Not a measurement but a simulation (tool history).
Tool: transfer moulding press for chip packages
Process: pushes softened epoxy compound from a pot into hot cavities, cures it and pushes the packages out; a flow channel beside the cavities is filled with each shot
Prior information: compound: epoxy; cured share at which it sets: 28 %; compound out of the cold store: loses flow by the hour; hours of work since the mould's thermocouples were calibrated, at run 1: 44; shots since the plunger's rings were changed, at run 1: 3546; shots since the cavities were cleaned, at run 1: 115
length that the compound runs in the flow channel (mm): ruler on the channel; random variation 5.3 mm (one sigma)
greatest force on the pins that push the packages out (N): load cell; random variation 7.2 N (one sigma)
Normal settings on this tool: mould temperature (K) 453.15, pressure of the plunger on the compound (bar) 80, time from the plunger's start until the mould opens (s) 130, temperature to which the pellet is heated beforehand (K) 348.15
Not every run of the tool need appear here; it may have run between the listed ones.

run,hour,mould temperature (K),pressure of the plunger on the compound (bar),time from the plunger's start until the mould opens (s),temperature to which the pellet is heated beforehand (K),hours of work since the mould's thermocouples were calibrated,shots since the plunger's rings were changed,shots since the cavities were cleaned,incoming compound's hours out of the cold store,length that the compound runs in the flow channel (mm),greatest force on the pins that push the packages out (N)
1,0,453.15,80,130,348.15,44,3546,115,31.5,716,332
2,9.9,453.15,80,130,342.15,49,3607,176,21.6,772,348
3,21.8,453.15,80,130,342.15,54,3680,249,11.3,827,380
4,33.7,453.15,80,130,348.15,59,3752,321,45.5,643,349
5,44.8,453.15,80,130,348.15,64,3821,390,37.8,687,389
6,54.1,453.15,80,130,348.15,68,3878,447,24.1,742,394
7,59.8,453.15,80,130,348.15,71,3912,481,38.6,679,397
8,67.8,451.15,62,130,348.15,74,3961,530,38.2,602,436
# hour 70.4: cavities cleaned with cleaning compound and waxed
9,81.4,448.15,74.2,121,340.15,79,4035,67,46.1,627,668
10,93.6,448.15,75.5,110,338.15,85,4110,142,41.7,650,818
11,99.6,448.15,75.5,110,338.15,87,4147,179,41.5,663,836
12,109.5,453.15,99.9,130,342.15,92,4208,240,8.1,939,509
13,118.9,453.15,99.9,130,342.15,96,4265,297,20.7,861,469
# hour 122.5: cavities cleaned with cleaning compound and waxed, once more
14,132.3,453.15,99.9,130,342.15,101,4338,60,8.4,936,339

Here are 4 independent what-if runs from the current tool condition. What would each one return?
A,144.1,453.15,80,166,348.15,106,4410,132,46.7,?,?
B,144.1,450.15,99.9,130,340.15,106,4410,132,41.1,?,?
C,144.1,457.15,93.4,130,342.15,106,4410,132,44.5,?,?
D,144.1,448.15,80,130,348.15,106,4410,132,9.8,?,?

run,length that the compound runs in the flow channel (mm),greatest force on the pins that push the packages out (N)
A,642,288
B,736,378
C,688,294
D,848,482
The same runs, with their run-to-run variation unchanged, on a tool lacking any hidden condition would have given:
run,length that the compound runs in the flow channel (mm),greatest force on the pins that push the packages out (N)
A,674,255
B,773,331
C,723,259
D,890,420
